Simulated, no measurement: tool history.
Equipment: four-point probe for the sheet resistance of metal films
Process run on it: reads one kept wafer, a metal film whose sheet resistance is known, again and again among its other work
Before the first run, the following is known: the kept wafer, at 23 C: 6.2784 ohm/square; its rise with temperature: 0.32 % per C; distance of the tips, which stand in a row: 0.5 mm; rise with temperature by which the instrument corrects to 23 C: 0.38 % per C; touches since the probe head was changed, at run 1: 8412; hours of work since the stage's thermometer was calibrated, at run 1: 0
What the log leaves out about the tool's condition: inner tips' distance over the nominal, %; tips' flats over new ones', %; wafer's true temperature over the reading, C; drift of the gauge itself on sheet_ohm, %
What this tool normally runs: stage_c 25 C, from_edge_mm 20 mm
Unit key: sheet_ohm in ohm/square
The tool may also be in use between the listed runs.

run	hour	stage_c	from_edge_mm	touches since the probe head was changed	hours of work since the stage's thermometer was calibrated	sheet_ohm
1	0	25	20	8412	0	6.271376
2	47.5	33	20	8910	22	6.244633
3	80.4	33	20	9255	37	6.245081
4	122.4	31	20	9695	57	6.248623
5	144.1	25	20	9922	67	6.272642
6	181.3	25	20	10312	84	6.274868
7	207.9	25	14	10590	96	6.276515
8	248.7	25	20	11017	115	6.273764
9	275.6	25	20	11299	127	6.272396
10	322.9	25	20	11795	149	6.274002
11	350.6	25	20	12085	162	6.272206
12	395.1	25	20	12551	182	6.274977
13	436.6	21	20	12986	202	6.28987
14	472.1	21	20	13358	218	6.290805
15	499.3	21	20	13643	231	6.289556
# hour 501.9: stage's thermometer calibrated
16	533.6	21	20	13997	15	6.290923
17	564.4	21	12	14320	29	6.296306
18	604.5	21	12	14740	47	6.293599
19	630.5	21	12	15012	59	6.29587
20	674.5	21	12	15473	80	6.2944
21	703.5	21	12	15777	93	6.2934
22	725.3	21	12	16005	103	6.293261
# hour 745.5: stage's thermometer calibrated, once more
23	745.5	25	23	16211	0	6.27836
24	785.5	25	23	16630	18	6.273313
25	832.3	25	23	17120	40	6.277226
26	854.1	25	23	17349	50	6.277393
27	881.5	21	20	17636	63	6.291496
28	902	21	20	17851	72	6.291819
29	943.1	21	20	18282	91	6.294776
30	983.6	30	9	18706	110	6.267219
31	1006.1	30	9	18942	120	6.268055
32	1051.9	27	51	19421	141	6.269312
33	1084.8	27	51	19766	157	6.267674
34	1105	27	51	19978	166	6.268637
35	1151.7	27	51	20466	188	6.269325
36	1190.6	22	48	20875	206	6.286751
37	1222.3	22	48	21206	220	6.285702
38	1258.3	23	72	21584	237	6.286132
39	1277.6	21	4	21786	246	6.344884
40	1318	25	5	22209	264	6.309371
41	1345.1	29	5	22493	277	6.297397
42	1387.6	19	5	22938	296	6.334008
43	1422.4	28	6	23303	313	6.291998
44	1463.1	33	20	23729	331	6.250317
45	1496.9	25	50	24083	347	6.279746

Results per run with the tool's hidden condition removed, run-to-run variation unchanged:
run	sheet_ohm
1	6.271977
2	6.244933
3	6.245193
4	6.248484
5	6.272389
6	6.274404
7	6.275912
8	6.272936
9	6.271417
10	6.272755
11	6.270784
12	6.273308
13	6.287946
14	6.288668
15	6.28727
16	6.2883
17	6.293495
18	6.290561
19	6.292682
20	6.29096
21	6.289797
22	6.289525
23	6.275148
24	6.269862
25	6.273493
26	6.273546
27	6.287457
28	6.287651
29	6.290372
30	6.26266
31	6.263366
32	6.264343
33	6.262521
34	6.263363
35	6.263775
36	6.280939
37	6.279706
38	6.279944
39	6.338512
40	6.302843
41	6.290766
42	6.327001
43	6.284918
44	6.24309
45	6.272217
